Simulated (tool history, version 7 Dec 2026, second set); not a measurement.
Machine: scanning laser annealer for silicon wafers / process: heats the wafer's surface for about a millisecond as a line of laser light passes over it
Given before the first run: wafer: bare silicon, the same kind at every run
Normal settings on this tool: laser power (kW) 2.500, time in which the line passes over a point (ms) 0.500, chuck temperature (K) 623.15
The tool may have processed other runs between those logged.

run,day,laser power (kW),time in which the line passes over a point (ms),chuck temperature (K),highest temperature of the surface (K)
1,0.000,2.500,0.500,623.15,1392.15
2,2.000,2.500,0.500,623.15,1390.15
3,3.983,2.500,0.500,623.15,1386.15
4,6.433,2.500,0.500,623.15,1383.15
5,8.525,2.500,0.500,623.15,1380.15
6,10.367,2.500,0.500,623.15,1375.15
7,11.525,2.500,0.500,623.15,1376.15
8,13.054,2.500,0.358,623.15,1260.15
# day 14.829: optics aligned, line set to its width
9,15.617,2.500,0.358,623.15,1264.15
10,17.971,2.500,0.358,623.15,1262.15
11,19.738,2.529,0.464,642.15,1379.15
12,22.021,2.500,0.379,623.15,1276.15
# day 22.250: laser's power meter calibrated
13,23.796,2.500,0.473,584.15,1311.15
14,24.979,2.500,0.473,584.15,1309.15
15,26.983,2.500,0.473,584.15,1310.15
# day 28.492: laser's power meter calibrated, once more
16,28.633,2.231,0.394,584.15,1172.15
17,30.658,2.730,0.471,635.15,1417.15
# day 30.971: window over the wafer cleaned
18,32.808,2.730,0.471,635.15,1448.15

Results per run with the tool's hidden condition removed, run-to-run variation unchanged:
What the log doesn't record here: light that passes the window, % of a clean one's; laser's true power over the reading, %; width of the line over the set one, %; drift of the gauge itself on peak_c, C.
run,highest temperature of the surface (K)
1,1403.15
2,1404.15
3,1402.15
4,1402.15
5,1402.15
6,1399.15
7,1401.15
8,1283.15
9,1282.15
10,1282.15
11,1404.15
12,1301.15
13,1341.15
14,1341.15
15,1344.15
16,1201.15
17,1458.15
18,1456.15
